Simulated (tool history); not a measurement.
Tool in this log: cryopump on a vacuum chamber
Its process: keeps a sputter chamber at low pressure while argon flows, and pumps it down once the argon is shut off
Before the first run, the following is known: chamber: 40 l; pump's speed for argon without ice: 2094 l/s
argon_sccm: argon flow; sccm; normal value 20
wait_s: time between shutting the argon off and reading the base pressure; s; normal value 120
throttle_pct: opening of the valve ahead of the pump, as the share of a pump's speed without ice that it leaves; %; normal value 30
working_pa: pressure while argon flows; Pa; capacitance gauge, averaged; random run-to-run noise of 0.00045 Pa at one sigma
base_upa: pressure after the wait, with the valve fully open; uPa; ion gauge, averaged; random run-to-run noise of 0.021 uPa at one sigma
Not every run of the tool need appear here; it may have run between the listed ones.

run 1 hour=0 | argon_sccm=20 wait_s=120 throttle_pct=30 | working_pa=0.0545 base_upa=0.85
run 2 hour=13 | argon_sccm=20 wait_s=120 throttle_pct=30 | working_pa=0.0542 base_upa=0.88
run 3 hour=24.8 | argon_sccm=20 wait_s=120 throttle_pct=30 | working_pa=0.0552 base_upa=0.93
run 4 hour=37.7 | argon_sccm=20 wait_s=120 throttle_pct=30 | working_pa=0.0548 base_upa=0.93
run 5 hour=49.7 | argon_sccm=20 wait_s=120 throttle_pct=30 | working_pa=0.0543 base_upa=0.9
run 6 hour=56.6 | argon_sccm=20 wait_s=30 throttle_pct=30 | working_pa=0.0557 base_upa=1.91
run 7 hour=66.3 | argon_sccm=20 wait_s=30 throttle_pct=30 | working_pa=0.0546 base_upa=1.9
run 8 hour=80 | argon_sccm=20 wait_s=30 throttle_pct=30 | working_pa=0.0554 base_upa=1.98
run 9 hour=92.7 | argon_sccm=20 wait_s=30 throttle_pct=30 | working_pa=0.0551 base_upa=2
run 10 hour=107.9 | argon_sccm=20 wait_s=30 throttle_pct=30 | working_pa=0.0545 base_upa=1.94
run 11 hour=116.5 | argon_sccm=20 wait_s=30 throttle_pct=30 | working_pa=0.0542 base_upa=1.97
run 12 hour=131.7 | argon_sccm=21 wait_s=59 throttle_pct=23 | working_pa=0.0747 base_upa=1.34
run 13 hour=144.5 | argon_sccm=20 wait_s=28 throttle_pct=51 | working_pa=0.033 base_upa=2.09
run 14 hour=155.3 | argon_sccm=9 wait_s=22 throttle_pct=16 | working_pa=0.0461 base_upa=2.53
run 15 hour=169 | argon_sccm=9 wait_s=22 throttle_pct=16 | working_pa=0.0457 base_upa=2.52
run 16 hour=176.2 | argon_sccm=9 wait_s=22 throttle_pct=16 | working_pa=0.0464 base_upa=2.6
run 17 hour=184.4 | argon_sccm=24 wait_s=261 throttle_pct=37 | working_pa=0.0542 base_upa=0.82

What does the tool deliver on the next run?
run 18 hour=193.8 | argon_sccm=15 wait_s=25 throttle_pct=30 | working_pa=? base_upa=?

working_pa: 0.0417 Pa
base_upa: 2.32 uPa
On a tool with no hidden condition, and with the same random variation, this run would have come out at working_pa 0.0405 Pa, base_upa 1.75 uPa.

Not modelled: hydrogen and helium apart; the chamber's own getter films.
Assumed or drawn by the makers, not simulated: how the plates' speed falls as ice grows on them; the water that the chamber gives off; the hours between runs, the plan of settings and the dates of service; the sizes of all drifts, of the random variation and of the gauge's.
